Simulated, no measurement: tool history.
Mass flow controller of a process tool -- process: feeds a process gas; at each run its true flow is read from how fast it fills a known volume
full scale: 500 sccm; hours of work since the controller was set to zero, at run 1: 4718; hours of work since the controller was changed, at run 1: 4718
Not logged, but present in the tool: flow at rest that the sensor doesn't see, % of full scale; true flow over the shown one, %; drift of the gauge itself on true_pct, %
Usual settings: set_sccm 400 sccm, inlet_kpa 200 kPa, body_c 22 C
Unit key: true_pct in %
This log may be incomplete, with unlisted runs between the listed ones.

run    hour  set_sccm  inlet_kpa  body_c  hours of work since the controller was set to zero  hours of work since the controller was changed  true_pct
  1       0       400        200      22                                                4718                                            4718     99.56
  2   180.1       400        200      22                                                4799                                            4799     99.66
  3   382.2       400        200      22                                                4890                                            4890     99.46
  4   602.7       400        200      22                                                4989                                            4989     99.44
  5   719.3       400        200      22                                                5042                                            5042     99.54
  6   918.9       400        200      22                                                5132                                            5132     99.45
  7    1126       400        200      22                                                5225                                            5225     99.42
  8  1373.7       400        200      22                                                5336                                            5336     99.47
  9  1619.2       226        200      22                                                5447                                            5447     99.15
 10  1727.9       226        200      22                                                5496                                            5496     99.06
 11  1920.2       226        200      22                                                5582                                            5582     99.08
 12  2113.7       400        200      22                                                5669                                            5669     99.37
 13  2292.2       400        147      22                                                5750                                            5750     99.23
     2495.8  -- controller exchanged for a calibrated one
 14  2544.1        51        200      22                                                  22                                              22     98.77
 15  2668.3        51        200      33                                                  78                                              78     99.93
 16  2836.7       400        200      22                                                 153                                             153     99.31
 17  3079.7       400        200      22                                                 263                                             263     99.26
 18  3327.8       141        200      24                                                 374                                             374     99.04
 19  3443.1       141        189      27                                                 426                                             426     99.33
 20  3637.1       141        189      27                                                 514                                             514     99.46
 21  3764.5       284        184      23                                                 571                                             571     99.02
 22  3959.4       119        140      33                                                 659                                             659     99.95
 23  4102.3       119        140      33                                                 723                                             723     99.79
 24  4211.9       119        140      33                                                 772                                             772     99.84
 25  4358.4       496        247      29                                                 838                                             838    100.17
 26  4522.8       496        247      29                                                 912                                             912    100.05
 27    4714        55        209      27                                                 998                                             998     99.15

Predict the results of run 28:
 28  4871.3        55        278      27                                                1069                                            1069         ?

Run 28 gave true_pct 99.17 %.
If the tool had no hidden condition, the same run with the same run-to-run variation would have returned true_pct 99.66 %.
